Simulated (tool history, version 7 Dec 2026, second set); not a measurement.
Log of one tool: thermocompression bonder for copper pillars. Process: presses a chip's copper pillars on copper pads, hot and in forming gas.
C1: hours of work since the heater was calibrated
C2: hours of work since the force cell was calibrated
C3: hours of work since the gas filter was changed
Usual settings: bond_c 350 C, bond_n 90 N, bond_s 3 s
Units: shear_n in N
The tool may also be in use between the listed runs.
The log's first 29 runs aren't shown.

Run 30, day 79.667: usual settings but bond_c 373 C, bond_n 87 N, bond_s 2 s; C1 445; C2 590; C3 207. Result: shear_n 88.1 N.
Run 31, day 82.375: usual settings but bond_c 337 C, bond_n 87 N, bond_s 5 s; C1 483; C2 627; C3 245. Result: shear_n 85.4 N.
Run 32, day 84.483: usual settings but bond_c 370 C, bond_n 111 N, bond_s 2 s; C1 512; C2 657; C3 274. Result: shear_n 98.6 N.
Run 33, day 86.238: usual settings but bond_c 334 C, bond_s 4 s; C1 536; C2 681; C3 299. Result: shear_n 80.3 N.
Run 34, day 89.15: usual settings but bond_c 325 C, bond_s 8 s; C1 577; C2 722; C3 339. Result: shear_n 88.2 N.
Run 35, day 91.779: usual settings but bond_c 325 C, bond_n 75 N, bond_s 2 s; C1 614; C2 758; C3 376. Result: shear_n 48.2 N.
Run 36, day 95.408: usual settings but bond_c 370 C, bond_n 120 N, bond_s 4 s; C1 664; C2 809; C3 426. Result: shear_n 110.5 N.
At day 97.042: forming gas filter changed.
Run 37, day 97.654: usual settings but bond_c 348 C, bond_n 77 N; C1 695; C2 840; C3 9. Result: shear_n 78.9 N.
Run 38, day 101.383: usual settings but bond_c 348 C, bond_n 77 N; C1 747; C2 892; C3 60. Result: shear_n 76.9 N.
Run 39, day 104.538: usual settings but bond_c 324 C, bond_n 99 N, bond_s 8 s; C1 791; C2 936; C3 104. Result: shear_n 99.3 N.

Forecast each of these 3 alternatives for the next run:
Run A, day 107.6: usual settings but bond_c 372 C, bond_n 58 N, bond_s 8 s; C1 833; C2 978; C3 147. Result: shear_n ?.
Run B, day 107.6: usual settings but bond_c 324 C, bond_n 99 N, bond_s 2 s; C1 833; C2 978; C3 147. Result: shear_n ?.
Run C, day 107.6: usual settings but bond_c 324 C, bond_n 133 N; C1 833; C2 978; C3 147. Result: shear_n ?.

run  shear_n
  A     98.6
  B     61.9
  C     85.7
Without the tool's hidden state the same runs would have given:
run  shear_n
  A      102
  B     64.7
  C     89.2
